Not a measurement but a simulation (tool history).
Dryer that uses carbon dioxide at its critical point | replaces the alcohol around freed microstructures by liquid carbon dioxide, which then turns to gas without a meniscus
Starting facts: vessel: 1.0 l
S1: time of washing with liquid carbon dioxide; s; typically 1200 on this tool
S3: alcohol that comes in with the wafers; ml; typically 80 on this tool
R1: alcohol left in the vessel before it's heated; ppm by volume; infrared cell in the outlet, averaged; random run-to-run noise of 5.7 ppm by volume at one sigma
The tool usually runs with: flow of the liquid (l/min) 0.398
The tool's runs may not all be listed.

{"run": 1, "hour": 0.0, "S1": 1200, "flow of the liquid (l/min)": 0.398, "S3": 80, "R1": 219}
{"run": 2, "hour": 15.5, "S1": 1200, "flow of the liquid (l/min)": 0.398, "S3": 80, "R1": 233}
{"run": 3, "hour": 37.8, "S1": 1200, "flow of the liquid (l/min)": 0.398, "S3": 80, "R1": 236}
{"run": 4, "hour": 54.0, "S1": 1200, "flow of the liquid (l/min)": 0.398, "S3": 80, "R1": 249}
{"run": 5, "hour": 77.7, "S1": 1200, "flow of the liquid (l/min)": 0.398, "S3": 80, "R1": 260}
{"run": 6, "hour": 87.7, "S1": 1080, "flow of the liquid (l/min)": 0.398, "S3": 80, "R1": 434}
{"run": 7, "hour": 107.8, "S1": 1200, "flow of the liquid (l/min)": 0.398, "S3": 80, "R1": 279}
{"run": 8, "hour": 123.4, "S1": 1200, "flow of the liquid (l/min)": 0.398, "S3": 80, "R1": 281}
{"run": 9, "hour": 145.1, "S1": 1200, "flow of the liquid (l/min)": 0.398, "S3": 80, "R1": 290}
{"run": 10, "hour": 159.2, "S1": 1020, "flow of the liquid (l/min)": 0.398, "S3": 80, "R1": 625}
{"run": 11, "hour": 173.7, "S1": 1200, "flow of the liquid (l/min)": 0.398, "S3": 80, "R1": 301}
{"run": 12, "hour": 196.4, "S1": 1200, "flow of the liquid (l/min)": 0.398, "S3": 80, "R1": 319}
{"hour": 202.5, "done": "inlet filter changed"}
{"run": 13, "hour": 218.3, "S1": 1200, "flow of the liquid (l/min)": 0.398, "S3": 80, "R1": 248}
{"run": 14, "hour": 231.8, "S1": 1200, "flow of the liquid (l/min)": 0.398, "S3": 80, "R1": 240}
{"run": 15, "hour": 247.5, "S1": 1200, "flow of the liquid (l/min)": 0.398, "S3": 77, "R1": 253}
{"run": 16, "hour": 265.3, "S1": 1200, "flow of the liquid (l/min)": 0.398, "S3": 77, "R1": 245}
{"run": 17, "hour": 278.4, "S1": 1200, "flow of the liquid (l/min)": 0.398, "S3": 77, "R1": 250}
{"run": 18, "hour": 296.7, "S1": 1200, "flow of the liquid (l/min)": 0.398, "S3": 77, "R1": 258}
{"run": 19, "hour": 318.4, "S1": 1200, "flow of the liquid (l/min)": 0.398, "S3": 80, "R1": 282}
{"run": 20, "hour": 331.1, "S1": 1200, "flow of the liquid (l/min)": 0.398, "S3": 80, "R1": 286}
{"run": 21, "hour": 348.1, "S1": 1200, "flow of the liquid (l/min)": 0.398, "S3": 80, "R1": 286}
{"run": 22, "hour": 364.3, "S1": 1200, "flow of the liquid (l/min)": 0.398, "S3": 80, "R1": 291}
{"run": 23, "hour": 379.9, "S1": 1200, "flow of the liquid (l/min)": 0.34, "S3": 80, "R1": 615}
{"run": 24, "hour": 397.5, "S1": 1200, "flow of the liquid (l/min)": 0.34, "S3": 80, "R1": 633}
{"run": 25, "hour": 408.0, "S1": 960, "flow of the liquid (l/min)": 0.295, "S3": 22, "R1": 824}
{"run": 26, "hour": 430.0, "S1": 1560, "flow of the liquid (l/min)": 0.398, "S3": 72, "R1": 131}
{"run": 27, "hour": 442.4, "S1": 1560, "flow of the liquid (l/min)": 0.544, "S3": 115, "R1": 96}
{"run": 28, "hour": 452.6, "S1": 1560, "flow of the liquid (l/min)": 0.544, "S3": 115, "R1": 90}
{"run": 29, "hour": 476.5, "S1": 1560, "flow of the liquid (l/min)": 0.544, "S3": 115, "R1": 91}
{"hour": 485.7, "done": "inlet filter changed"}
{"run": 30, "hour": 487.4, "S1": 1680, "flow of the liquid (l/min)": 0.366, "S3": 114, "R1": 132}
{"run": 31, "hour": 507.4, "S1": 1680, "flow of the liquid (l/min)": 0.57, "S3": 22, "R1": 102}
{"run": 32, "hour": 518.9, "S1": 1500, "flow of the liquid (l/min)": 0.289, "S3": 81, "R1": 426}
{"run": 33, "hour": 533.5, "S1": 960, "flow of the liquid (l/min)": 0.289, "S3": 81, "R1": 2487}
{"run": 34, "hour": 544.6, "S1": 960, "flow of the liquid (l/min)": 0.289, "S3": 81, "R1": 2545}
{"run": 35, "hour": 568.5, "S1": 1800, "flow of the liquid (l/min)": 0.591, "S3": 57, "R1": 110}
{"run": 36, "hour": 582.6, "S1": 1800, "flow of the liquid (l/min)": 0.591, "S3": 57, "R1": 110}
{"run": 37, "hour": 601.9, "S1": 1440, "flow of the liquid (l/min)": 0.548, "S3": 40, "R1": 114}
{"run": 38, "hour": 620.7, "S1": 1440, "flow of the liquid (l/min)": 0.548, "S3": 40, "R1": 121}
{"run": 39, "hour": 640.5, "S1": 1440, "flow of the liquid (l/min)": 0.548, "S3": 26, "R1": 117}
{"run": 40, "hour": 651.8, "S1": 1560, "flow of the liquid (l/min)": 0.482, "S3": 27, "R1": 127}
{"run": 41, "hour": 666.1, "S1": 780, "flow of the liquid (l/min)": 0.524, "S3": 70, "R1": 580}
{"run": 42, "hour": 687.2, "S1": 900, "flow of the liquid (l/min)": 0.533, "S3": 23, "R1": 194}
{"run": 43, "hour": 697.2, "S1": 900, "flow of the liquid (l/min)": 0.533, "S3": 23, "R1": 182}
{"run": 44, "hour": 707.9, "S1": 900, "flow of the liquid (l/min)": 0.258, "S3": 100, "R1": 6175}
{"run": 45, "hour": 722.4, "S1": 900, "flow of the liquid (l/min)": 0.258, "S3": 100, "R1": 6352}
{"run": 46, "hour": 742.2, "S1": 900, "flow of the liquid (l/min)": 0.258, "S3": 100, "R1": 6258}
{"run": 47, "hour": 753.7, "S1": 900, "flow of the liquid (l/min)": 0.25, "S3": 58, "R1": 4077}

Hidden state or all else? Some run-to-run changes of R1, split into what the settings, what came in and random variation would give without the hidden state, and what is left for the hidden state (with any gauge scatter that isn't in both results):
The tool's hidden condition here consists of: flow that reaches the vessel past the clogged filter, %; alcohol in the recycled carbon dioxide, ppm; drift of the gauge itself on alcohol_ppm, %.
Run 34 -> 35: S1 960 -> 1800, flow of the liquid (l/min) 0.289 -> 0.591, S3 81 -> 57. R1 -2435 ppm by volume: hidden state -127, all else -2308.
Run 43 -> 44: flow of the liquid (l/min) 0.533 -> 0.258, S3 23 -> 100. R1 +5993 ppm by volume: hidden state +917, all else +5076.
Run 46 -> 47: flow of the liquid (l/min) 0.258 -> 0.250, S3 100 -> 58. R1 -2181 ppm by volume: hidden state -372, all else -1809.

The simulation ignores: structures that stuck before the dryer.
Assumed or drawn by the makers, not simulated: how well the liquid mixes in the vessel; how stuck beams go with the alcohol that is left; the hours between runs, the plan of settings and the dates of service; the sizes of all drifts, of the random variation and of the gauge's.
